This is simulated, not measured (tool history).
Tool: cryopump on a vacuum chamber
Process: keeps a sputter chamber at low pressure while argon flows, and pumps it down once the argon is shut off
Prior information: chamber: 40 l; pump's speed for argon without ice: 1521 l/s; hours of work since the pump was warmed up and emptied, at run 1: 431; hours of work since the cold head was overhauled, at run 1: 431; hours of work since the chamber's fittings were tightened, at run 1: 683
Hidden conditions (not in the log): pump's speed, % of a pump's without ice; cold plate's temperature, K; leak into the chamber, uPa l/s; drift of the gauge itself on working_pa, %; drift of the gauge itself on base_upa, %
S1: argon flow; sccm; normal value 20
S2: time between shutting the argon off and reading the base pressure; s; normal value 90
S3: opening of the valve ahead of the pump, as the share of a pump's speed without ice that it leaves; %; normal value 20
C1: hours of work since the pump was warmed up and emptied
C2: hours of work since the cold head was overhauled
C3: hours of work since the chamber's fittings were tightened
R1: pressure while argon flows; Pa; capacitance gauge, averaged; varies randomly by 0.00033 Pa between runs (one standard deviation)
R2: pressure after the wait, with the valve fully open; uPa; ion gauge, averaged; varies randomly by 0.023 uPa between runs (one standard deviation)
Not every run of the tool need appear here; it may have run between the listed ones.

{"run": 1, "hour": 0.0, "S1": 20, "S2": 90, "S3": 20, "C1": 431, "C2": 431, "C3": 683, "R1": 0.1132, "R2": 1.07}
{"run": 2, "hour": 53.5, "S1": 20, "S2": 28, "S3": 20, "C1": 457, "C2": 457, "C3": 710, "R1": 0.1135, "R2": 2.79}
{"run": 3, "hour": 97.8, "S1": 20, "S2": 28, "S3": 20, "C1": 479, "C2": 479, "C3": 731, "R1": 0.1132, "R2": 2.75}
{"run": 4, "hour": 164.9, "S1": 20, "S2": 28, "S3": 20, "C1": 512, "C2": 512, "C3": 764, "R1": 0.114, "R2": 2.73}
{"run": 5, "hour": 250.0, "S1": 20, "S2": 90, "S3": 20, "C1": 554, "C2": 554, "C3": 806, "R1": 0.1137, "R2": 1.14}
{"run": 6, "hour": 302.1, "S1": 20, "S2": 90, "S3": 20, "C1": 579, "C2": 579, "C3": 832, "R1": 0.1141, "R2": 1.12}
{"run": 7, "hour": 353.5, "S1": 25, "S2": 90, "S3": 20, "C1": 604, "C2": 604, "C3": 857, "R1": 0.142, "R2": 1.16}
{"run": 8, "hour": 393.1, "S1": 20, "S2": 90, "S3": 16, "C1": 624, "C2": 624, "C3": 877, "R1": 0.1418, "R2": 1.1}
{"run": 9, "hour": 439.0, "S1": 20, "S2": 123, "S3": 20, "C1": 646, "C2": 646, "C3": 899, "R1": 0.1142, "R2": 0.93}
{"run": 10, "hour": 507.4, "S1": 20, "S2": 123, "S3": 20, "C1": 680, "C2": 680, "C3": 933, "R1": 0.1147, "R2": 0.89}
{"run": 11, "hour": 551.6, "S1": 9, "S2": 61, "S3": 18, "C1": 702, "C2": 702, "C3": 955, "R1": 0.0567, "R2": 1.5}
{"run": 12, "hour": 610.8, "S1": 9, "S2": 61, "S3": 18, "C1": 731, "C2": 731, "C3": 984, "R1": 0.0573, "R2": 1.5}
{"run": 13, "hour": 670.8, "S1": 20, "S2": 220, "S3": 36, "C1": 760, "C2": 760, "C3": 1013, "R1": 0.0655, "R2": 0.67}
{"run": 14, "hour": 764.9, "S1": 9, "S2": 49, "S3": 39, "C1": 807, "C2": 807, "C3": 1059, "R1": 0.0273, "R2": 1.78}
{"run": 15, "hour": 857.9, "S1": 36, "S2": 49, "S3": 16, "C1": 853, "C2": 853, "C3": 1105, "R1": 0.2578, "R2": 1.85}
{"run": 16, "hour": 932.4, "S1": 17, "S2": 90, "S3": 50, "C1": 889, "C2": 889, "C3": 1142, "R1": 0.0418, "R2": 1.16}
{"run": 17, "hour": 1007.8, "S1": 13, "S2": 20, "S3": 20, "C1": 926, "C2": 926, "C3": 1179, "R1": 0.0752, "R2": 3.93}
{"run": 18, "hour": 1069.3, "S1": 13, "S2": 20, "S3": 38, "C1": 957, "C2": 957, "C3": 1209, "R1": 0.0415, "R2": 3.86}

Measured minus without-hidden-state, run by run (identical run-to-run variation in each term; gauge scatter may differ):
run=1 R1=+0.0022 R2=+0.10
run=2 R1=+0.0024 R2=+0.10
run=3 R1=+0.0024 R2=+0.11
run=4 R1=+0.0026 R2=+0.11
run=5 R1=+0.0028 R2=+0.12
run=6 R1=+0.0029 R2=+0.13
run=7 R1=+0.0038 R2=+0.13
run=8 R1=+0.0031 R2=+0.13
run=9 R1=+0.0032 R2=+0.14
run=10 R1=+0.0034 R2=+0.14
run=11 R1=+0.0016 R2=+0.15
run=12 R1=+0.0017 R2=+0.15
run=13 R1=+0.0038 R2=+0.16
run=14 R1=+0.0019 R2=+0.17
run=15 R1=+0.0078 R2=+0.18
run=16 R1=+0.0039 R2=+0.18
run=17 R1=+0.0031 R2=+0.19
run=18 R1=+0.0032 R2=+0.20

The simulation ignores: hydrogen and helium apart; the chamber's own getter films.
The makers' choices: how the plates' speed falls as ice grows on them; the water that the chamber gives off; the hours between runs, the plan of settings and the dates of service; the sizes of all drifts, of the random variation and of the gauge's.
